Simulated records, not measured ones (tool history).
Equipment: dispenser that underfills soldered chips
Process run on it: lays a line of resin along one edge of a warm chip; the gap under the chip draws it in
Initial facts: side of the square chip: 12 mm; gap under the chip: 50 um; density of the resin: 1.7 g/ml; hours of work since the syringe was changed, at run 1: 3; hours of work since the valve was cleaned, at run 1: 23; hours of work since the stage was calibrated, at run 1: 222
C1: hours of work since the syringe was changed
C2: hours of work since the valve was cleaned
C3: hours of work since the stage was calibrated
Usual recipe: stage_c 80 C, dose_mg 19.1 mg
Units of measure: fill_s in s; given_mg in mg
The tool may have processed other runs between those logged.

{"run": 1, "hour": 0.0, "stage_c": 80, "dose_mg": 19.1, "C1": 3, "C2": 23, "C3": 222, "fill_s": 166.2, "given_mg": 18.87}
{"hour": 5.4, "done": "new syringe of resin"}
{"run": 2, "hour": 8.7, "stage_c": 80, "dose_mg": 19.1, "C1": 2, "C2": 28, "C3": 227, "fill_s": 156.4, "given_mg": 18.87}
{"hour": 16.3, "done": "new syringe of resin"}
{"run": 3, "hour": 21.4, "stage_c": 80, "dose_mg": 19.1, "C1": 3, "C2": 36, "C3": 235, "fill_s": 173.7, "given_mg": 18.82}
{"hour": 27.0, "done": "new syringe of resin"}
{"run": 4, "hour": 27.6, "stage_c": 70, "dose_mg": 19.1, "C1": 0, "C2": 39, "C3": 238, "fill_s": 227.6, "given_mg": 18.73}
{"hour": 37.5, "done": "new syringe of resin"}
{"run": 5, "hour": 37.6, "stage_c": 68, "dose_mg": 19.1, "C1": 0, "C2": 45, "C3": 244, "fill_s": 236.6, "given_mg": 18.71}
{"hour": 40.0, "done": "dispensing valve cleaned and set on the balance"}
{"run": 6, "hour": 44.7, "stage_c": 80, "dose_mg": 18.2, "C1": 4, "C2": 3, "C3": 248, "fill_s": 177.5, "given_mg": 18.17}
{"hour": 48.9, "done": "new syringe of resin"}
{"run": 7, "hour": 51.6, "stage_c": 80, "dose_mg": 18.2, "C1": 2, "C2": 7, "C3": 252, "fill_s": 158.4, "given_mg": 18.08}
{"hour": 59.4, "done": "new syringe of resin"}
{"run": 8, "hour": 64.5, "stage_c": 80, "dose_mg": 18.2, "C1": 3, "C2": 14, "C3": 260, "fill_s": 172.4, "given_mg": 18.08}
{"hour": 69.7, "done": "new syringe of resin"}
{"run": 9, "hour": 78.4, "stage_c": 80, "dose_mg": 20.1, "C1": 5, "C2": 23, "C3": 268, "fill_s": 196.7, "given_mg": 19.89}
{"hour": 80.5, "done": "new syringe of resin"}
{"run": 10, "hour": 85.3, "stage_c": 80, "dose_mg": 20.1, "C1": 3, "C2": 27, "C3": 272, "fill_s": 168.1, "given_mg": 19.8}
{"hour": 90.6, "done": "new syringe of resin"}
{"run": 11, "hour": 94.2, "stage_c": 80, "dose_mg": 20.1, "C1": 2, "C2": 32, "C3": 277, "fill_s": 157.2, "given_mg": 19.78}
{"hour": 100.6, "done": "new syringe of resin"}
{"run": 12, "hour": 106.9, "stage_c": 80, "dose_mg": 19.1, "C1": 4, "C2": 39, "C3": 284, "fill_s": 176.8, "given_mg": 18.71}
{"hour": 111.2, "done": "new syringe of resin"}
{"run": 13, "hour": 115.9, "stage_c": 80, "dose_mg": 19.1, "C1": 3, "C2": 45, "C3": 290, "fill_s": 167.4, "given_mg": 18.67}
{"hour": 119.5, "done": "dispensing valve cleaned and set on the balance"}
{"hour": 122.5, "done": "new syringe of resin"}
{"run": 14, "hour": 123.3, "stage_c": 80, "dose_mg": 19.1, "C1": 1, "C2": 2, "C3": 293, "fill_s": 134.7, "given_mg": 19.17}
{"hour": 132.7, "done": "new syringe of resin"}
{"run": 15, "hour": 135.6, "stage_c": 80, "dose_mg": 19.1, "C1": 2, "C2": 9, "C3": 301, "fill_s": 152.7, "given_mg": 19.06}
{"run": 16, "hour": 142.2, "stage_c": 80, "dose_mg": 19.1, "C1": 6, "C2": 13, "C3": 305, "fill_s": 203.9, "given_mg": 19.06}
{"hour": 143.8, "done": "new syringe of resin"}
{"run": 17, "hour": 152.3, "stage_c": 80, "dose_mg": 19.1, "C1": 5, "C2": 19, "C3": 311, "fill_s": 195.6, "given_mg": 18.98}
{"hour": 154.2, "done": "new syringe of resin"}
{"run": 18, "hour": 158.6, "stage_c": 88, "dose_mg": 19.1, "C1": 3, "C2": 23, "C3": 314, "fill_s": 113.1, "given_mg": 18.95}
{"hour": 164.7, "done": "new syringe of resin"}
{"run": 19, "hour": 172.5, "stage_c": 84, "dose_mg": 20.1, "C1": 5, "C2": 31, "C3": 322, "fill_s": 159.9, "given_mg": 19.85}
{"hour": 175.2, "done": "new syringe of resin"}
{"run": 20, "hour": 179.3, "stage_c": 84, "dose_mg": 20.1, "C1": 2, "C2": 35, "C3": 326, "fill_s": 133.4, "given_mg": 19.84}
{"hour": 185.6, "done": "new syringe of resin"}
{"run": 21, "hour": 186.6, "stage_c": 84, "dose_mg": 20.1, "C1": 1, "C2": 39, "C3": 331, "fill_s": 116.3, "given_mg": 19.8}
{"hour": 196.2, "done": "new syringe of resin"}
{"run": 22, "hour": 196.3, "stage_c": 89, "dose_mg": 24.5, "C1": 0, "C2": 45, "C3": 336, "fill_s": 87.7, "given_mg": 24.04}
{"hour": 199.2, "done": "dispensing valve cleaned and set on the balance"}
{"hour": 207.4, "done": "new syringe of resin"}
{"run": 23, "hour": 209.1, "stage_c": 88, "dose_mg": 21.6, "C1": 1, "C2": 6, "C3": 343, "fill_s": 99.7, "given_mg": 21.51}
{"hour": 217.4, "done": "new syringe of resin"}
{"run": 24, "hour": 223.8, "stage_c": 88, "dose_mg": 21.6, "C1": 4, "C2": 15, "C3": 352, "fill_s": 121.2, "given_mg": 21.45}
{"hour": 227.5, "done": "new syringe of resin"}
{"hour": 237.9, "done": "new syringe of resin"}
{"run": 25, "hour": 237.9, "stage_c": 69, "dose_mg": 19.2, "C1": 0, "C2": 23, "C3": 360, "fill_s": 222.0, "given_mg": 18.97}
{"hour": 248.4, "done": "new syringe of resin"}
{"run": 26, "hour": 250.0, "stage_c": 88, "dose_mg": 19.1, "C1": 1, "C2": 30, "C3": 367, "fill_s": 98.0, "given_mg": 18.82}
{"run": 27, "hour": 257.9, "stage_c": 66, "dose_mg": 16.4, "C1": 6, "C2": 35, "C3": 372, "fill_s": 405.4, "given_mg": 16.08}
{"hour": 258.9, "done": "new syringe of resin"}
{"run": 28, "hour": 266.4, "stage_c": 80, "dose_mg": 18.7, "C1": 5, "C2": 40, "C3": 377, "fill_s": 185.5, "given_mg": 18.34}
{"hour": 268.9, "done": "new syringe of resin"}
{"run": 29, "hour": 274.7, "stage_c": 68, "dose_mg": 18.7, "C1": 4, "C2": 44, "C3": 382, "fill_s": 296.2, "given_mg": 18.3}
{"hour": 278.6, "done": "dispensing valve cleaned and set on the balance"}
{"hour": 280.6, "done": "new syringe of resin"}
{"run": 30, "hour": 287.8, "stage_c": 68, "dose_mg": 18.7, "C1": 4, "C2": 5, "C3": 389, "fill_s": 327.3, "given_mg": 18.61}
{"hour": 290.8, "done": "new syringe of resin"}
{"run": 31, "hour": 294.0, "stage_c": 80, "dose_mg": 19.6, "C1": 2, "C2": 9, "C3": 392, "fill_s": 153.4, "given_mg": 19.52}
{"hour": 301.9, "done": "new syringe of resin"}
{"run": 32, "hour": 304.1, "stage_c": 80, "dose_mg": 19.6, "C1": 1, "C2": 15, "C3": 398, "fill_s": 145.1, "given_mg": 19.48}
{"hour": 311.9, "done": "new syringe of resin"}
{"run": 33, "hour": 317.7, "stage_c": 65, "dose_mg": 23.6, "C1": 3, "C2": 23, "C3": 406, "fill_s": 340.9, "given_mg": 23.35}
{"hour": 322.8, "done": "new syringe of resin"}
{"run": 34, "hour": 324.2, "stage_c": 65, "dose_mg": 23.6, "C1": 1, "C2": 27, "C3": 410, "fill_s": 281.9, "given_mg": 23.29}
{"run": 35, "hour": 331.6, "stage_c": 86, "dose_mg": 19.1, "C1": 5, "C2": 31, "C3": 415, "fill_s": 151.9, "given_mg": 18.82}

Forecast each of these 3 alternatives for the next run:
{"hour": 333.3, "done": "new syringe of resin"}
{"run": "A", "hour": 342.2, "stage_c": 76, "dose_mg": 16.9, "C1": 5, "C2": 37, "C3": 421, "fill_s": "?", "given_mg": "?"}
{"hour": 333.3, "done": "new syringe of resin"}
{"run": "B", "hour": 342.2, "stage_c": 94, "dose_mg": 20.9, "C1": 5, "C2": 37, "C3": 421, "fill_s": "?", "given_mg": "?"}
{"hour": 333.3, "done": "new syringe of resin"}
{"run": "C", "hour": 342.2, "stage_c": 70, "dose_mg": 24.8, "C1": 5, "C2": 37, "C3": 421, "fill_s": "?", "given_mg": "?"}

run=A fill_s=244.0 given_mg=16.60
run=B fill_s=107.2 given_mg=20.48
run=C fill_s=304.0 given_mg=24.37
Take away the tool's hidden state, keep each run's random variation, and the runs would have read:
run=A fill_s=178.2 given_mg=16.90
run=B fill_s=77.8 given_mg=20.86
run=C fill_s=223.7 given_mg=24.82
